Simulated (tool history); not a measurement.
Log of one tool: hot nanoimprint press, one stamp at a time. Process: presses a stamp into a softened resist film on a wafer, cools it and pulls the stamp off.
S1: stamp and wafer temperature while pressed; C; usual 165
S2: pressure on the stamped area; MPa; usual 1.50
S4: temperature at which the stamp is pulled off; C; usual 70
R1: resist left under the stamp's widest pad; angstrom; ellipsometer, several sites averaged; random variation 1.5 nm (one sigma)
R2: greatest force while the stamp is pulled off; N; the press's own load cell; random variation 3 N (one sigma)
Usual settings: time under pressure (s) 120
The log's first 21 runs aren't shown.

run 22 hour=713.6 | S1=153 S2=1.93 time_under_pressure_(s)=74 S4=70 | R1=3622 R2=142
run 23 hour=756.3 | S1=153 S2=1.93 time_under_pressure_(s)=74 S4=70 | R1=3654 R2=143
run 24 hour=780.6 | S1=156 S2=1.86 time_under_pressure_(s)=62 S4=56 | R1=3502 R2=166
run 25 hour=801.3 | S1=156 S2=1.86 time_under_pressure_(s)=62 S4=56 | R1=3528 R2=163
run 26 hour=819.7 | S1=165 S2=1.27 time_under_pressure_(s)=211 S4=70 | R1=2083 R2=137
run 27 hour=854.7 | S1=165 S2=1.27 time_under_pressure_(s)=211 S4=70 | R1=2064 R2=145
-- hour=883.4 stamp cleaned and given a new release coat
run 28 hour=884.6 | S1=160 S2=1.09 time_under_pressure_(s)=123 S4=66 | R1=3165 R2=142
run 29 hour=918.7 | S1=160 S2=1.09 time_under_pressure_(s)=123 S4=66 | R1=3167 R2=151
run 30 hour=950.7 | S1=177 S2=1.50 time_under_pressure_(s)=204 S4=74 | R1=949 R2=134

4 ways to go on from here, each from the tool as it stands after run 30. What would each give?
run A hour=982.0 | S1=162 S2=1.50 time_under_pressure_(s)=204 S4=77 | R1=? R2=?
run B hour=982.0 | S1=158 S2=1.50 time_under_pressure_(s)=204 S4=74 | R1=? R2=?
run C hour=982.0 | S1=171 S2=1.50 time_under_pressure_(s)=204 S4=64 | R1=? R2=?
run D hour=982.0 | S1=157 S2=1.50 time_under_pressure_(s)=204 S4=74 | R1=? R2=?

run=A R1=2294 R2=128
run=B R1=2808 R2=130
run=C R1=1351 R2=157
run=D R1=2899 R2=138
Without the tool's hidden state the same runs would have given:
run=A R1=2290 R2=128
run=B R1=2804 R2=129
run=C R1=1348 R2=156
run=D R1=2895 R2=138

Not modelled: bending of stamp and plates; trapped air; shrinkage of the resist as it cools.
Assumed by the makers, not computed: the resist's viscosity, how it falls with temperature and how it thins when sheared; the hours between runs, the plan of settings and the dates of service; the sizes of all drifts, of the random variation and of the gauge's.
